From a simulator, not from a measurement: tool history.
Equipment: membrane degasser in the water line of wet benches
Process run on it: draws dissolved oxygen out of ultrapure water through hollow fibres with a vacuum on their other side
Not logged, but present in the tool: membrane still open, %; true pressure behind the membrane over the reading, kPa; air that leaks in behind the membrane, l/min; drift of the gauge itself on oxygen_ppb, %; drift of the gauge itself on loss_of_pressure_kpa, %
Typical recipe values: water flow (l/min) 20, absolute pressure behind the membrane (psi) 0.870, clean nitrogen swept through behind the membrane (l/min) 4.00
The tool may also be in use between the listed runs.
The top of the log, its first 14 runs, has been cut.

run    hour  water flow (l/min)  absolute pressure behind the membrane (psi)  clean nitrogen swept through behind the membrane (l/min)  hours since the membrane was changed  hours since the vacuum gauge was calibrated  hours since the vacuum lines were made tight  dissolved oxygen in the water behind the degasser (ppb)  pressure that the water loses in the fibres (psi)
 15   528.9                  20                                        0.870                                                      4.00                                  2484                                          315                                          6723                                                     81.5                                              5.722
 16   578.6                  27                                        0.870                                                      4.00                                  2534                                          364                                          6773                                                    190.1                                              7.761
 17   617.7                  20                                        1.054                                                      7.70                                  2573                                          403                                          6812                                                     73.0                                              5.736
 18   646.5                  17                                        0.734                                                      9.52                                  2601                                          432                                          6841                                                     30.3                                              4.865
 19   689.1                  17                                        0.685                                                      1.81                                  2644                                          475                                          6883                                                     58.4                                              4.892
 20   732.3                  30                                        0.685                                                      4.17                                  2687                                          518                                          6926                                                    235.2                                              8.609
 21   768.9                  30                                        0.685                                                      4.17                                  2724                                          555                                          6963                                                    235.6                                              8.643
 22   791.8                  28                                        0.685                                                      4.17                                  2747                                          577                                          6986                                                    190.8                                              8.009
 23   818.9                  28                                        0.685                                                      4.17                                  2774                                          605                                          7013                                                    191.7                                              8.057
 24   854.3                  28                                        0.685                                                      4.17                                  2809                                          640                                          7048                                                    191.3                                              8.028
 25   887.4                  28                                        0.685                                                      4.17                                  2842                                          673                                          7081                                                    191.1                                              8.055
 26   920.3                  28                                        0.685                                                      4.17                                  2875                                          706                                          7114                                                    191.7                                              7.993
 27   966.5                  28                                        0.685                                                      4.17                                  2922                                          752                                          7161                                                    191.9                                              8.029
 28  1004.5                  28                                        0.685                                                      4.17                                  2960                                          790                                          7199                                                    194.8                                              8.070
 29  1040.7                  16                                        0.870                                                      4.00                                  2996                                          826                                          7235                                                     45.7                                              4.614
 30  1083.5                  28                                        0.978                                                      6.65                                  3038                                          869                                          7278                                                    203.9                                              8.044
 31  1106.7                  20                                        0.754                                                      3.78                                  3062                                          892                                          7301                                                     75.6                                              5.778

Each row is a separate what-if for the run after 31, all from the same tool condition, not one after another. Results?
  A  1140.0                  16                                        0.754                                                      5.68                                  3095                                          926                                          7334                                                        ?                                                  ?
  B  1140.0                  20                                        0.754                                                      6.66                                  3095                                          926                                          7334                                                        ?                                                  ?
  C  1140.0                  25                                        0.624                                                      3.78                                  3095                                          926                                          7334                                                        ?                                                  ?
  D  1140.0                  19                                        1.503                                                      5.78                                  3095                                          926                                          7334                                                        ?                                                  ?
  E  1140.0                  14                                        0.767                                                      3.78                                  3095                                          926                                          7334                                                        ?                                                  ?

run  dissolved oxygen in the water behind the degasser (ppb)  pressure that the water loses in the fibres (psi)
  A                                                     31.7                                              4.593
  B                                                     64.0                                              5.723
  C                                                    134.7                                              7.174
  D                                                     97.3                                              5.429
  E                                                     28.2                                              4.020
What these runs would have given with no unlogged condition in the tool:
run  dissolved oxygen in the water behind the degasser (ppb)  pressure that the water loses in the fibres (psi)
  A                                                     29.1                                              4.522
  B                                                     59.2                                              5.635
  C                                                    125.5                                              7.063
  D                                                     92.3                                              5.345
  E                                                     25.9                                              3.958

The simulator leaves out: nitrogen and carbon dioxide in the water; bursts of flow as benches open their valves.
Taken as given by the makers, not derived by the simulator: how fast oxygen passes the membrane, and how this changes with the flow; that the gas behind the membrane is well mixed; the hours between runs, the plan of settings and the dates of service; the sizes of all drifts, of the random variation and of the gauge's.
